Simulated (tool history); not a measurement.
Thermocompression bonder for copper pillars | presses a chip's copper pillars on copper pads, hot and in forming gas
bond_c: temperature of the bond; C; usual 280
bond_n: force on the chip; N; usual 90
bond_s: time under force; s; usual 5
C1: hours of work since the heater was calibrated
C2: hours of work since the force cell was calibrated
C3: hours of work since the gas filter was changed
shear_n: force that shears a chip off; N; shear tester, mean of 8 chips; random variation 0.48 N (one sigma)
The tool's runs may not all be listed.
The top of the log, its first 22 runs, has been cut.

run 23 day=35.2 | bond_c=265 bond_n=90 bond_s=5 | C1=391 C2=733 C3=78 | shear_n=32.5
run 24 day=36.158 | bond_c=265 bond_n=90 bond_s=5 | C1=406 C2=748 C3=93 | shear_n=32.1
run 25 day=38.267 | bond_c=280 bond_n=63 bond_s=4 | C1=440 C2=782 C3=127 | shear_n=25.7
run 26 day=39.271 | bond_c=280 bond_n=63 bond_s=4 | C1=456 C2=798 C3=143 | shear_n=25.8
run 27 day=41.229 | bond_c=283 bond_n=106 bond_s=10 | C1=487 C2=830 C3=174 | shear_n=53.4
run 28 day=43.071 | bond_c=303 bond_n=95 bond_s=4 | C1=517 C2=859 C3=204 | shear_n=43.5
run 29 day=45.254 | bond_c=266 bond_n=95 bond_s=13 | C1=552 C2=894 C3=238 | shear_n=47
run 30 day=46.225 | bond_c=254 bond_n=90 bond_s=6 | C1=567 C2=910 C3=254 | shear_n=31.1
run 31 day=47.992 | bond_c=307 bond_n=78 bond_s=15 | C1=595 C2=938 C3=282 | shear_n=59
run 32 day=49.183 | bond_c=274 bond_n=58 bond_s=15 | C1=615 C2=957 C3=301 | shear_n=38.3

Each row is a separate what-if for the run after 32, all from the same tool condition, not one after another. Results?
run A day=50.567 | bond_c=252 bond_n=96 bond_s=5 | C1=637 C2=979 C3=324 | shear_n=?
run B day=50.567 | bond_c=274 bond_n=80 bond_s=15 | C1=637 C2=979 C3=324 | shear_n=?
run C day=50.567 | bond_c=269 bond_n=66 bond_s=5 | C1=637 C2=979 C3=324 | shear_n=?
run D day=50.567 | bond_c=292 bond_n=119 bond_s=4 | C1=637 C2=979 C3=324 | shear_n=?

run=A shear_n=30.2
run=B shear_n=47.8
run=C shear_n=26.1
run=D shear_n=46.8
Stripped of hidden state, with their random variation kept, the same runs would have yielded:
run=A shear_n=30.4
run=B shear_n=48.1
run=C shear_n=26.3
run=D shear_n=47.1
